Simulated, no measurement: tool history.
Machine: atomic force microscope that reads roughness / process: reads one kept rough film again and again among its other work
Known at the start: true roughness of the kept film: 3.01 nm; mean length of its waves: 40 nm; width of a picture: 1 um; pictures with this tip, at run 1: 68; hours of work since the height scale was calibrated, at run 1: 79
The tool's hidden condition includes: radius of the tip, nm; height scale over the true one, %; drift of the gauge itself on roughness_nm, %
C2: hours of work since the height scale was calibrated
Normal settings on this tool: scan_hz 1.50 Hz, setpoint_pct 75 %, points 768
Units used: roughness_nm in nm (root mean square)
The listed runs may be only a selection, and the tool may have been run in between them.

run 1 hour=0.0 | scan_hz=1.50 setpoint_pct=75 points=768 | pictures_with_this_tip=68 C2=79 | roughness_nm=2.689
run 2 hour=11.2 | scan_hz=1.50 setpoint_pct=75 points=768 | pictures_with_this_tip=85 C2=84 | roughness_nm=2.691
run 3 hour=24.0 | scan_hz=1.50 setpoint_pct=75 points=768 | pictures_with_this_tip=105 C2=90 | roughness_nm=2.683
run 4 hour=38.5 | scan_hz=1.50 setpoint_pct=59 points=768 | pictures_with_this_tip=127 C2=97 | roughness_nm=2.767
run 5 hour=50.8 | scan_hz=3.92 setpoint_pct=59 points=768 | pictures_with_this_tip=146 C2=102 | roughness_nm=2.658
run 6 hour=61.7 | scan_hz=3.92 setpoint_pct=59 points=768 | pictures_with_this_tip=163 C2=107 | roughness_nm=2.652
run 7 hour=68.8 | scan_hz=3.92 setpoint_pct=59 points=768 | pictures_with_this_tip=174 C2=111 | roughness_nm=2.646
run 8 hour=76.8 | scan_hz=1.50 setpoint_pct=75 points=410 | pictures_with_this_tip=186 C2=114 | roughness_nm=2.649
run 9 hour=83.1 | scan_hz=2.77 setpoint_pct=75 points=768 | pictures_with_this_tip=196 C2=117 | roughness_nm=2.525
-- hour=85.2 height scale calibrated on a step standard
run 10 hour=95.4 | scan_hz=2.77 setpoint_pct=75 points=768 | pictures_with_this_tip=213 C2=5 | roughness_nm=2.523
run 11 hour=108.2 | scan_hz=2.77 setpoint_pct=75 points=768 | pictures_with_this_tip=233 C2=11 | roughness_nm=2.486
run 12 hour=122.3 | scan_hz=1.50 setpoint_pct=75 points=603 | pictures_with_this_tip=255 C2=17 | roughness_nm=2.618
run 13 hour=132.2 | scan_hz=0.56 setpoint_pct=66 points=288 | pictures_with_this_tip=270 C2=21 | roughness_nm=2.700
run 14 hour=139.3 | scan_hz=3.71 setpoint_pct=65 points=790 | pictures_with_this_tip=281 C2=25 | roughness_nm=2.534
-- hour=143.9 new tip fitted
run 15 hour=148.2 | scan_hz=1.43 setpoint_pct=70 points=532 | pictures_with_this_tip=7 C2=29 | roughness_nm=2.758
-- hour=155.3 height scale calibrated on a step standard, once more
run 16 hour=161.7 | scan_hz=3.22 setpoint_pct=70 points=377 | pictures_with_this_tip=26 C2=3 | roughness_nm=2.600
run 17 hour=175.4 | scan_hz=1.02 setpoint_pct=60 points=296 | pictures_with_this_tip=47 C2=9 | roughness_nm=2.798
run 18 hour=185.4 | scan_hz=2.95 setpoint_pct=75 points=306 | pictures_with_this_tip=63 C2=14 | roughness_nm=2.547
run 19 hour=198.2 | scan_hz=3.58 setpoint_pct=59 points=620 | pictures_with_this_tip=82 C2=20 | roughness_nm=2.707
run 20 hour=210.1 | scan_hz=2.76 setpoint_pct=86 points=293 | pictures_with_this_tip=101 C2=25 | roughness_nm=2.371
run 21 hour=221.8 | scan_hz=2.86 setpoint_pct=63 points=590 | pictures_with_this_tip=119 C2=30 | roughness_nm=2.674
run 22 hour=235.4 | scan_hz=3.93 setpoint_pct=75 points=768 | pictures_with_this_tip=140 C2=37 | roughness_nm=2.440
run 23 hour=244.4 | scan_hz=3.93 setpoint_pct=85 points=721 | pictures_with_this_tip=154 C2=41 | roughness_nm=2.233

5 options for the next run, each taken on its own from the tool as it stands now. Forecast them:
run A hour=251.0 | scan_hz=1.50 setpoint_pct=69 points=768 | pictures_with_this_tip=164 C2=44 | roughness_nm=?
run B hour=251.0 | scan_hz=1.48 setpoint_pct=75 points=432 | pictures_with_this_tip=164 C2=44 | roughness_nm=?
run C hour=251.0 | scan_hz=1.50 setpoint_pct=75 points=552 | pictures_with_this_tip=164 C2=44 | roughness_nm=?
run D hour=251.0 | scan_hz=2.88 setpoint_pct=76 points=272 | pictures_with_this_tip=164 C2=44 | roughness_nm=?
run E hour=251.0 | scan_hz=1.50 setpoint_pct=56 points=710 | pictures_with_this_tip=164 C2=44 | roughness_nm=?

run=A roughness_nm=2.694
run=B roughness_nm=2.655
run=C roughness_nm=2.653
run=D roughness_nm=2.481
run=E roughness_nm=2.746
The same runs, with their run-to-run variation unchanged, on a tool lacking any hidden condition would have given:
run=A roughness_nm=2.775
run=B roughness_nm=2.734
run=C roughness_nm=2.732
run=D roughness_nm=2.554
run=E roughness_nm=2.828

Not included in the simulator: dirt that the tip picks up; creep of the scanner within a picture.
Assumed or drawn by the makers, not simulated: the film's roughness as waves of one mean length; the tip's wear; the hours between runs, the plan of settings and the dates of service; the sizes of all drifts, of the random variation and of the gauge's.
